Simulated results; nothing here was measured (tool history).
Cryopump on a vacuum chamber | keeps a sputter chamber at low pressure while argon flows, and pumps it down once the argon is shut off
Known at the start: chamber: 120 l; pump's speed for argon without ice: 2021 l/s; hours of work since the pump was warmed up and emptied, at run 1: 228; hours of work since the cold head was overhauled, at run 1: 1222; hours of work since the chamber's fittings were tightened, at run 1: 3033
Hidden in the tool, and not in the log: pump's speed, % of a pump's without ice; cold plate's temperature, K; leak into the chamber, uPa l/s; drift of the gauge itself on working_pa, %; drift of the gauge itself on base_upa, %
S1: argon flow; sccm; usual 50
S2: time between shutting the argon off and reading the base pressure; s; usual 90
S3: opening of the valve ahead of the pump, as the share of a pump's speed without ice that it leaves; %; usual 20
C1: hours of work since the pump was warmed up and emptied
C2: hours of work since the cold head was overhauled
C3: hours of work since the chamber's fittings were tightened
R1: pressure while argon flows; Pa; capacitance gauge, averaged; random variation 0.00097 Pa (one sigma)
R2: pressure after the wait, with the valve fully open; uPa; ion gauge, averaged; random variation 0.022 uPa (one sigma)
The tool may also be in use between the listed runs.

Run 1, day 0.000: usual settings; C1 228; C2 1222; C3 3033. Result: R1 0.2149 Pa, R2 0.98 uPa.
Run 2, day 1.771: usual settings; C1 262; C2 1256; C3 3067. Result: R1 0.2158 Pa, R2 0.99 uPa.
Run 3, day 3.188: usual settings; C1 290; C2 1284; C3 3095. Result: R1 0.2178 Pa, R2 1.02 uPa.
At day 4.254: pump warmed up, emptied and cooled again.
Run 4, day 4.958: usual settings but S2 30 s; C1 14; C2 1314; C3 3125. Result: R1 0.2115 Pa, R2 2.05 uPa.
Run 5, day 7.396: usual settings but S2 30 s; C1 61; C2 1361; C3 3172. Result: R1 0.2115 Pa, R2 2.02 uPa.
Run 6, day 9.183: usual settings but S2 34 s; C1 95; C2 1396; C3 3207. Result: R1 0.2120 Pa, R2 1.83 uPa.
Run 7, day 11.354: usual settings but S2 34 s; C1 138; C2 1438; C3 3249. Result: R1 0.2131 Pa, R2 1.83 uPa.
Run 8, day 13.792: usual settings but S2 34 s; C1 185; C2 1485; C3 3296. Result: R1 0.2129 Pa, R2 1.87 uPa.
Run 9, day 15.704: usual settings; C1 222; C2 1522; C3 3333. Result: R1 0.2163 Pa, R2 1.02 uPa.
Run 10, day 17.662: usual settings; C1 260; C2 1560; C3 3371. Result: R1 0.2171 Pa, R2 1.05 uPa.
Run 11, day 19.512: usual settings; C1 296; C2 1596; C3 3407. Result: R1 0.2160 Pa, R2 1.10 uPa.
At day 20.342: pump warmed up, emptied and cooled again.
Run 12, day 21.604: usual settings; C1 24; C2 1633; C3 3443. Result: R1 0.2111 Pa, R2 0.95 uPa.
Run 13, day 22.688: usual settings but S3 51 %; C1 45; C2 1654; C3 3464. Result: R1 0.0843 Pa, R2 0.97 uPa.
Run 14, day 24.788: usual settings but S1 24 sccm, S2 99 s, S3 51 %; C1 86; C2 1694; C3 3505. Result: R1 0.0415 Pa, R2 0.97 uPa.
At day 27.267: leaking fittings of the chamber tightened, without venting.
Run 15, day 27.267: usual settings but S1 44 sccm, S2 34 s, S3 19 %; C1 133; C2 1741; C3 0. Result: R1 0.1983 Pa, R2 1.51 uPa.
Run 16, day 28.833: usual settings but S1 49 sccm, S3 32 %; C1 163; C2 1771; C3 30. Result: R1 0.1335 Pa, R2 0.71 uPa.
Run 17, day 30.458: usual settings but S1 49 sccm, S3 32 %; C1 194; C2 1802; C3 62. Result: R1 0.1333 Pa, R2 0.68 uPa.
Run 18, day 31.975: usual settings but S1 86 sccm, S2 28 s, S3 32 %; C1 224; C2 1832; C3 91. Result: R1 0.2355 Pa, R2 1.87 uPa.
Run 19, day 33.308: usual settings but S1 86 sccm, S2 28 s, S3 32 %; C1 250; C2 1858; C3 117. Result: R1 0.2399 Pa, R2 1.83 uPa.
Run 20, day 35.475: usual settings but S1 32 sccm, S2 196 s, S3 52 %; C1 292; C2 1900; C3 159. Result: R1 0.0578 Pa, R2 0.47 uPa.
At day 36.433: pump warmed up, emptied and cooled again.
Run 21, day 38.329: usual settings but S1 83 sccm, S2 55 s, S3 48 %; C1 37; C2 1951; C3 210. Result: R1 0.1485 Pa, R2 1.07 uPa.
Run 22, day 40.188: usual settings but S2 297 s, S3 21 %; C1 73; C2 1987; C3 246. Result: R1 0.2033 Pa, R2 0.30 uPa.
Run 23, day 41.979: usual settings but S2 122 s, S3 31 %; C1 107; C2 2022; C3 281. Result: R1 0.1381 Pa, R2 0.60 uPa.

5 ways to go on from here, each from the tool as it stands after run 23. What would each give?
Run A, day 44.054: usual settings but S1 35 sccm, S2 165 s, S3 43 %; C1 148; C2 2062; C3 321. Result: R1 ?, R2 ?.
Run B, day 44.054: usual settings but S1 23 sccm, S2 287 s, S3 17 %; C1 148; C2 2062; C3 321. Result: R1 ?, R2 ?.
Run C, day 44.054: usual settings but S1 39 sccm, S2 40 s; C1 148; C2 2062; C3 321. Result: R1 ?, R2 ?.
Run D, day 44.054: usual settings but S2 62 s, S3 31 %; C1 148; C2 2062; C3 321. Result: R1 ?, R2 ?.
Run E, day 44.054: usual settings but S1 98 sccm, S2 187 s, S3 41 %; C1 148; C2 2062; C3 321. Result: R1 ?, R2 ?.

run      R1    R2
  A  0.0717  0.50
  B  0.1153  0.38
  C  0.1668  1.36
  D  0.1407  0.98
  E  0.2090  0.48
Without the tool's hidden state the same runs would have given:
run      R1    R2
  A  0.0681  0.45
  B  0.1130  0.32
  C  0.1628  1.31
  D  0.1356  0.92
  E  0.1991  0.42
